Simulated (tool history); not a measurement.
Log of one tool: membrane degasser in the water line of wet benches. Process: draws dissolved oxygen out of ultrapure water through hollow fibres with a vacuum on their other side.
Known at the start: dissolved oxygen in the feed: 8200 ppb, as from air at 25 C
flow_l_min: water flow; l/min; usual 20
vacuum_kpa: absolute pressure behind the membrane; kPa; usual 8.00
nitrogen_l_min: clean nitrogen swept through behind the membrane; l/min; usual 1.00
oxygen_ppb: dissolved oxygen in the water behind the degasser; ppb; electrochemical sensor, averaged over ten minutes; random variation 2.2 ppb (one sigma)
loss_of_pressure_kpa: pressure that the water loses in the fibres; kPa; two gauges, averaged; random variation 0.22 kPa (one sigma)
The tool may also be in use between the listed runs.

| run | hour | flow_l_min | vacuum_kpa | nitrogen_l_min | oxygen_ppb | loss_of_pressure_kpa |
|---|---|---|---|---|---|---|
| 1 | 0.0 | 20 | 8.00 | 1.00 | 217.0 | 55.50 |
| 2 | 114.2 | 20 | 8.00 | 1.00 | 222.2 | 55.07 |
| 3 | 196.4 | 20 | 8.00 | 1.00 | 221.4 | 55.91 |
| 4 | 313.0 | 20 | 8.00 | 2.00 | 121.7 | 55.37 |
| 5 | 460.1 | 20 | 17.58 | 1.00 | 610.7 | 55.59 |
| 6 | 626.3 | 20 | 17.58 | 1.00 | 607.2 | 55.69 |
| 7 | 758.2 | 20 | 17.58 | 1.00 | 616.2 | 56.28 |
| 8 | 917.0 | 20 | 8.99 | 1.00 | 258.6 | 56.06 |
|  | 985.0 | seals of the vacuum lines changed |
| 9 | 995.9 | 20 | 8.00 | 1.00 | 221.6 | 55.49 |
| 10 | 1091.0 | 20 | 8.00 | 1.56 | 149.6 | 55.55 |
| 11 | 1241.5 | 20 | 8.00 | 1.00 | 219.0 | 55.92 |
| 12 | 1317.3 | 20 | 8.00 | 1.00 | 213.0 | 55.96 |
| 13 | 1451.0 | 20 | 9.01 | 1.00 | 260.2 | 55.86 |
| 14 | 1600.3 | 20 | 9.01 | 1.00 | 260.8 | 55.92 |
| 15 | 1725.6 | 20 | 8.00 | 1.00 | 218.9 | 55.88 |
| 16 | 1836.8 | 20 | 8.00 | 1.00 | 222.1 | 55.78 |
| 17 | 1958.4 | 20 | 8.00 | 1.34 | 171.4 | 56.17 |
| 18 | 2118.3 | 20 | 8.00 | 1.34 | 170.2 | 55.98 |
| 19 | 2251.1 | 20 | 8.00 | 1.34 | 170.3 | 55.80 |
|  | 2331.2 | vacuum gauge calibrated |
| 20 | 2350.0 | 14 | 5.91 | 2.00 | 46.0 | 39.30 |
| 21 | 2469.4 | 14 | 14.50 | 2.00 | 184.6 | 39.36 |
| 22 | 2559.5 | 14 | 10.04 | 2.00 | 116.5 | 39.54 |
| 23 | 2724.8 | 20 | 15.42 | 1.38 | 399.6 | 56.19 |
| 24 | 2874.8 | 20 | 9.24 | 1.00 | 265.9 | 56.30 |
| 25 | 2948.6 | 20 | 17.22 | 2.31 | 293.9 | 56.10 |
|  | 3091.6 | membrane cartridge changed |
| 26 | 3108.4 | 22 | 17.58 | 1.04 | 648.7 | 61.96 |
| 27 | 3225.2 | 22 | 17.58 | 1.04 | 638.3 | 61.49 |
| 28 | 3321.9 | 20 | 8.00 | 1.38 | 169.7 | 56.53 |
| 29 | 3492.0 | 20 | 10.79 | 1.00 | 338.3 | 56.49 |
| 30 | 3626.1 | 24 | 5.09 | 2.06 | 74.3 | 67.51 |
| 31 | 3771.8 | 26 | 11.21 | 1.00 | 459.9 | 73.68 |

5 ways to go on from here, each from the tool as it stands after run 31. What would each give?
| A | 3906.7 | 26 | 8.00 | 0.46 | ? | ? |
| B | 3906.7 | 20 | 8.00 | 1.73 | ? | ? |
| C | 3906.7 | 30 | 8.13 | 1.00 | ? | ? |
| D | 3906.7 | 20 | 13.28 | 0.55 | ? | ? |
| E | 3906.7 | 21 | 11.21 | 1.00 | ? | ? |

| run | oxygen_ppb | loss_of_pressure_kpa |
|---|---|---|
| A | 502.3 | 73.99 |
| B | 138.7 | 56.65 |
| C | 355.8 | 84.94 |
| D | 688.3 | 57.07 |
| E | 366.3 | 59.40 |
Without the tool's hidden state the same runs would have given:
| run | oxygen_ppb | loss_of_pressure_kpa |
|---|---|---|
| A | 502.2 | 72.45 |
| B | 138.6 | 55.47 |
| C | 355.7 | 83.16 |
| D | 688.2 | 55.88 |
| E | 366.2 | 58.15 |
